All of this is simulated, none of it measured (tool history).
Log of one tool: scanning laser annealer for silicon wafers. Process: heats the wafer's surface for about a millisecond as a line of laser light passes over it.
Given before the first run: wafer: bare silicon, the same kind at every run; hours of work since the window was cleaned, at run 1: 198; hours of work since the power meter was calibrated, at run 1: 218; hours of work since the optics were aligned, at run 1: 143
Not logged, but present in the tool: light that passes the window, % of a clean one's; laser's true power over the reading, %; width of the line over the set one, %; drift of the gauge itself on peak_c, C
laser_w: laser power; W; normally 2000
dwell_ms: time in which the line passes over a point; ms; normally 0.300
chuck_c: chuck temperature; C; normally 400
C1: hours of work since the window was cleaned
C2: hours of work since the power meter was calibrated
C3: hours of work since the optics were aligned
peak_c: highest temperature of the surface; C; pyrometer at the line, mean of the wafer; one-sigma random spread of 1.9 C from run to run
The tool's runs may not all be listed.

{"run": 1, "hour": 0.0, "laser_w": 2000, "dwell_ms": 0.3, "chuck_c": 400, "C1": 198, "C2": 218, "C3": 143, "peak_c": 1156}
{"run": 2, "hour": 9.4, "laser_w": 2000, "dwell_ms": 0.3, "chuck_c": 400, "C1": 204, "C2": 224, "C3": 149, "peak_c": 1158}
{"run": 3, "hour": 16.0, "laser_w": 2000, "dwell_ms": 0.3, "chuck_c": 400, "C1": 207, "C2": 227, "C3": 152, "peak_c": 1157}
{"run": 4, "hour": 22.8, "laser_w": 2000, "dwell_ms": 0.3, "chuck_c": 400, "C1": 211, "C2": 231, "C3": 156, "peak_c": 1155}
{"run": 5, "hour": 27.1, "laser_w": 2000, "dwell_ms": 0.3, "chuck_c": 400, "C1": 214, "C2": 234, "C3": 159, "peak_c": 1156}
{"run": 6, "hour": 36.6, "laser_w": 2000, "dwell_ms": 0.3, "chuck_c": 400, "C1": 219, "C2": 239, "C3": 164, "peak_c": 1155}
{"run": 7, "hour": 44.3, "laser_w": 2000, "dwell_ms": 0.3, "chuck_c": 400, "C1": 224, "C2": 244, "C3": 169, "peak_c": 1156}
{"run": 8, "hour": 50.4, "laser_w": 2000, "dwell_ms": 0.3, "chuck_c": 400, "C1": 227, "C2": 247, "C3": 172, "peak_c": 1154}
{"run": 9, "hour": 56.3, "laser_w": 2000, "dwell_ms": 0.3, "chuck_c": 431, "C1": 231, "C2": 251, "C3": 176, "peak_c": 1186}
{"run": 10, "hour": 60.4, "laser_w": 2000, "dwell_ms": 0.3, "chuck_c": 428, "C1": 233, "C2": 253, "C3": 178, "peak_c": 1181}
{"run": 11, "hour": 66.8, "laser_w": 2000, "dwell_ms": 0.3, "chuck_c": 400, "C1": 237, "C2": 257, "C3": 182, "peak_c": 1153}
{"run": 12, "hour": 71.9, "laser_w": 2000, "dwell_ms": 0.3, "chuck_c": 400, "C1": 240, "C2": 260, "C3": 185, "peak_c": 1148}
{"run": 13, "hour": 80.7, "laser_w": 2000, "dwell_ms": 0.3, "chuck_c": 400, "C1": 245, "C2": 265, "C3": 190, "peak_c": 1155}
{"run": 14, "hour": 89.3, "laser_w": 2000, "dwell_ms": 0.3, "chuck_c": 400, "C1": 250, "C2": 270, "C3": 195, "peak_c": 1151}
{"run": 15, "hour": 94.7, "laser_w": 2000, "dwell_ms": 0.3, "chuck_c": 400, "C1": 253, "C2": 273, "C3": 198, "peak_c": 1150}
{"run": 16, "hour": 99.3, "laser_w": 1714, "dwell_ms": 0.3, "chuck_c": 400, "C1": 256, "C2": 276, "C3": 201, "peak_c": 1014}
{"run": 17, "hour": 106.7, "laser_w": 1714, "dwell_ms": 0.3, "chuck_c": 400, "C1": 260, "C2": 280, "C3": 205, "peak_c": 1010}
{"run": 18, "hour": 112.3, "laser_w": 1714, "dwell_ms": 0.3, "chuck_c": 400, "C1": 263, "C2": 283, "C3": 208, "peak_c": 1011}
{"run": 19, "hour": 120.3, "laser_w": 1714, "dwell_ms": 0.3, "chuck_c": 400, "C1": 268, "C2": 288, "C3": 213, "peak_c": 1008}
{"run": 20, "hour": 127.6, "laser_w": 1714, "dwell_ms": 0.3, "chuck_c": 400, "C1": 272, "C2": 292, "C3": 217, "peak_c": 1013}
{"run": 21, "hour": 133.4, "laser_w": 2000, "dwell_ms": 0.371, "chuck_c": 373, "C1": 276, "C2": 295, "C3": 220, "peak_c": 1197}
{"run": 22, "hour": 143.3, "laser_w": 2000, "dwell_ms": 0.219, "chuck_c": 400, "C1": 281, "C2": 301, "C3": 226, "peak_c": 1055}
{"run": 23, "hour": 148.2, "laser_w": 1919, "dwell_ms": 0.225, "chuck_c": 399, "C1": 284, "C2": 304, "C3": 229, "peak_c": 1025}
{"run": 24, "hour": 157.2, "laser_w": 1804, "dwell_ms": 0.253, "chuck_c": 429, "C1": 289, "C2": 309, "C3": 234, "peak_c": 1034}
{"run": 25, "hour": 164.7, "laser_w": 1804, "dwell_ms": 0.217, "chuck_c": 429, "C1": 294, "C2": 313, "C3": 238, "peak_c": 997}
{"hour": 167.4, "done": "window over the wafer cleaned"}
{"run": 26, "hour": 171.1, "laser_w": 1804, "dwell_ms": 0.217, "chuck_c": 401, "C1": 2, "C2": 316, "C3": 241, "peak_c": 958}
{"run": 27, "hour": 176.4, "laser_w": 1804, "dwell_ms": 0.217, "chuck_c": 401, "C1": 5, "C2": 319, "C3": 244, "peak_c": 960}
{"run": 28, "hour": 185.5, "laser_w": 1804, "dwell_ms": 0.217, "chuck_c": 439, "C1": 11, "C2": 324, "C3": 249, "peak_c": 1000}
{"run": 29, "hour": 194.6, "laser_w": 2164, "dwell_ms": 0.259, "chuck_c": 400, "C1": 16, "C2": 330, "C3": 255, "peak_c": 1170}
{"run": 30, "hour": 200.8, "laser_w": 1802, "dwell_ms": 0.259, "chuck_c": 362, "C1": 19, "C2": 333, "C3": 258, "peak_c": 964}
{"run": 31, "hour": 210.5, "laser_w": 2000, "dwell_ms": 0.235, "chuck_c": 400, "C1": 25, "C2": 339, "C3": 264, "peak_c": 1065}
{"hour": 218.4, "done": "window over the wafer cleaned, once more"}
{"run": 32, "hour": 221.4, "laser_w": 2191, "dwell_ms": 0.3, "chuck_c": 435, "C1": 2, "C2": 344, "C3": 269, "peak_c": 1307}
{"run": 33, "hour": 228.6, "laser_w": 1834, "dwell_ms": 0.261, "chuck_c": 392, "C1": 6, "C2": 348, "C3": 273, "peak_c": 1039}
{"run": 34, "hour": 235.0, "laser_w": 2000, "dwell_ms": 0.365, "chuck_c": 440, "C1": 10, "C2": 352, "C3": 277, "peak_c": 1281}
{"run": 35, "hour": 241.5, "laser_w": 1814, "dwell_ms": 0.239, "chuck_c": 428, "C1": 13, "C2": 356, "C3": 281, "peak_c": 1044}
{"run": 36, "hour": 251.0, "laser_w": 1814, "dwell_ms": 0.239, "chuck_c": 440, "C1": 19, "C2": 361, "C3": 286, "peak_c": 1055}
{"run": 37, "hour": 255.0, "laser_w": 1804, "dwell_ms": 0.262, "chuck_c": 392, "C1": 21, "C2": 363, "C3": 288, "peak_c": 1022}
{"run": 38, "hour": 262.6, "laser_w": 2055, "dwell_ms": 0.322, "chuck_c": 414, "C1": 26, "C2": 368, "C3": 293, "peak_c": 1235}
{"run": 39, "hour": 272.1, "laser_w": 1937, "dwell_ms": 0.216, "chuck_c": 400, "C1": 31, "C2": 373, "C3": 298, "peak_c": 1040}

Forecast each of these 3 alternatives for the next run:
{"run": "A", "hour": 277.6, "laser_w": 2004, "dwell_ms": 0.274, "chuck_c": 398, "C1": 34, "C2": 376, "C3": 301, "peak_c": "?"}
{"run": "B", "hour": 277.6, "laser_w": 1937, "dwell_ms": 0.216, "chuck_c": 430, "C1": 34, "C2": 376, "C3": 301, "peak_c": "?"}
{"run": "C", "hour": 277.6, "laser_w": 1937, "dwell_ms": 0.337, "chuck_c": 400, "C1": 34, "C2": 376, "C3": 301, "peak_c": "?"}

run=A peak_c=1141
run=B peak_c=1068
run=C peak_c=1177
Take away the tool's hidden state, keep each run's random variation, and the runs would have read:
run=A peak_c=1149
run=B peak_c=1076
run=C peak_c=1186
